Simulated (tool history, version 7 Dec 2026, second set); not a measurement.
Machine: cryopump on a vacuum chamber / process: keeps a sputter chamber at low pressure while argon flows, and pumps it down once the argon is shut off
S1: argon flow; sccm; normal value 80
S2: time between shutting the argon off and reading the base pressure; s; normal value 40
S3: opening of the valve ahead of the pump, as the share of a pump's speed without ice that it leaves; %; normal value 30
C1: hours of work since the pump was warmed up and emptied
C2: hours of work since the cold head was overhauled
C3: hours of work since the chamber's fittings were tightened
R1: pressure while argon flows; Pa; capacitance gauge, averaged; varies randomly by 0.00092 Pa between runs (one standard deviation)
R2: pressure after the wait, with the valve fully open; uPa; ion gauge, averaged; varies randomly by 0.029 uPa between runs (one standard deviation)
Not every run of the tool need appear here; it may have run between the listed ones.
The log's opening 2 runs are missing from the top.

run 3 hour=45.0 | S1=80 S2=40 S3=30 | C1=288 C2=288 C3=1072 | R1=0.2040 R2=2.37
run 4 hour=71.7 | S1=80 S2=40 S3=30 | C1=304 C2=304 C3=1089 | R1=0.2040 R2=2.39
run 5 hour=96.1 | S1=80 S2=40 S3=30 | C1=319 C2=319 C3=1104 | R1=0.2063 R2=2.40
run 6 hour=111.1 | S1=80 S2=40 S3=30 | C1=328 C2=328 C3=1113 | R1=0.2052 R2=2.41
run 7 hour=125.3 | S1=80 S2=40 S3=30 | C1=337 C2=337 C3=1122 | R1=0.2054 R2=2.48
run 8 hour=148.5 | S1=80 S2=40 S3=30 | C1=351 C2=351 C3=1136 | R1=0.2076 R2=2.46
run 9 hour=171.4 | S1=80 S2=40 S3=30 | C1=365 C2=365 C3=1150 | R1=0.2102 R2=2.45
run 10 hour=195.9 | S1=80 S2=40 S3=30 | C1=380 C2=380 C3=1165 | R1=0.2077 R2=2.51
run 11 hour=215.6 | S1=80 S2=40 S3=30 | C1=392 C2=392 C3=1177 | R1=0.2089 R2=2.54
run 12 hour=239.8 | S1=80 S2=40 S3=30 | C1=407 C2=407 C3=1192 | R1=0.2066 R2=2.61
run 13 hour=262.5 | S1=80 S2=43 S3=30 | C1=421 C2=421 C3=1206 | R1=0.2102 R2=2.47
run 14 hour=286.2 | S1=80 S2=43 S3=30 | C1=435 C2=435 C3=1220 | R1=0.2088 R2=2.49
run 15 hour=306.2 | S1=80 S2=43 S3=30 | C1=448 C2=448 C3=1233 | R1=0.2098 R2=2.55
run 16 hour=319.9 | S1=80 S2=56 S3=30 | C1=456 C2=456 C3=1241 | R1=0.2109 R2=2.22
run 17 hour=337.5 | S1=80 S2=56 S3=30 | C1=467 C2=467 C3=1252 | R1=0.2094 R2=2.30
run 18 hour=361.5 | S1=80 S2=26 S3=30 | C1=482 C2=482 C3=1267 | R1=0.2116 R2=3.48
run 19 hour=391.8 | S1=36 S2=25 S3=30 | C1=500 C2=500 C3=1285 | R1=0.0961 R2=3.54
run 20 hour=418.3 | S1=80 S2=156 S3=17 | C1=516 C2=516 C3=1301 | R1=0.3619 R2=1.85

Run 21 has not been measured yet. What should we expect?
run 21 hour=431.3 | S1=138 S2=70 S3=30 | C1=524 C2=524 C3=1309 | R1=? R2=?

{"run 21": {"R1": 0.3692, "R2": 2.27}}
With the hidden condition absent and the run-to-run variation left alone, this run would have shown R1 0.3336 Pa, R2 0.84 uPa.
